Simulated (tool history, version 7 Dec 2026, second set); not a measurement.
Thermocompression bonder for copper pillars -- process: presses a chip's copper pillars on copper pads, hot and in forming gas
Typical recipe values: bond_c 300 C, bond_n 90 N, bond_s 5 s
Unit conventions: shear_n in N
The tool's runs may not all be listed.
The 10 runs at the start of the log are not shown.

run 11 hour=130.5 | bond_c=300 bond_n=90 bond_s=5 | shear_n=46
run 12 hour=143.1 | bond_c=300 bond_n=90 bond_s=5 | shear_n=47.2
run 13 hour=156.5 | bond_c=300 bond_n=90 bond_s=5 | shear_n=47.3
run 14 hour=164.2 | bond_c=300 bond_n=86 bond_s=5 | shear_n=44.7
run 15 hour=177.4 | bond_c=300 bond_n=86 bond_s=5 | shear_n=45.6
run 16 hour=192.6 | bond_c=275 bond_n=105 bond_s=9 | shear_n=45
run 17 hour=208.2 | bond_c=306 bond_n=83 bond_s=12 | shear_n=60
run 18 hour=218 | bond_c=306 bond_n=83 bond_s=12 | shear_n=60
run 19 hour=235.4 | bond_c=323 bond_n=91 bond_s=5 | shear_n=56.1
run 20 hour=249.5 | bond_c=323 bond_n=91 bond_s=5 | shear_n=57.2
run 21 hour=261.9 | bond_c=323 bond_n=91 bond_s=5 | shear_n=56.4
run 22 hour=279.7 | bond_c=323 bond_n=91 bond_s=5 | shear_n=57.3
run 23 hour=298.3 | bond_c=300 bond_n=89 bond_s=9 | shear_n=52.9
run 24 hour=313.1 | bond_c=321 bond_n=90 bond_s=4 | shear_n=52.1
run 25 hour=327.8 | bond_c=300 bond_n=90 bond_s=8 | shear_n=51.9
run 26 hour=336.1 | bond_c=298 bond_n=134 bond_s=12 | shear_n=64.3
run 27 hour=352.6 | bond_c=298 bond_n=134 bond_s=12 | shear_n=64.2
run 28 hour=367.9 | bond_c=280 bond_n=94 bond_s=5 | shear_n=37
run 29 hour=379.9 | bond_c=303 bond_n=86 bond_s=6 | shear_n=47.8
run 30 hour=395.7 | bond_c=303 bond_n=118 bond_s=3 | shear_n=44.4

Branching from run 30: 4 alternative next runs. What would each branch give?
run A hour=405.8 | bond_c=300 bond_n=59 bond_s=7 | shear_n=?
run B hour=405.8 | bond_c=284 bond_n=119 bond_s=9 | shear_n=?
run C hour=405.8 | bond_c=318 bond_n=98 bond_s=5 | shear_n=?
run D hour=405.8 | bond_c=318 bond_n=84 bond_s=3 | shear_n=?

run=A shear_n=41.9
run=B shear_n=51.3
run=C shear_n=56.7
run=D shear_n=44.3
Stripped of hidden state, with their random variation kept, the same runs would have yielded:
run=A shear_n=43.7
run=B shear_n=53.4
run=C shear_n=58.7
run=D shear_n=46
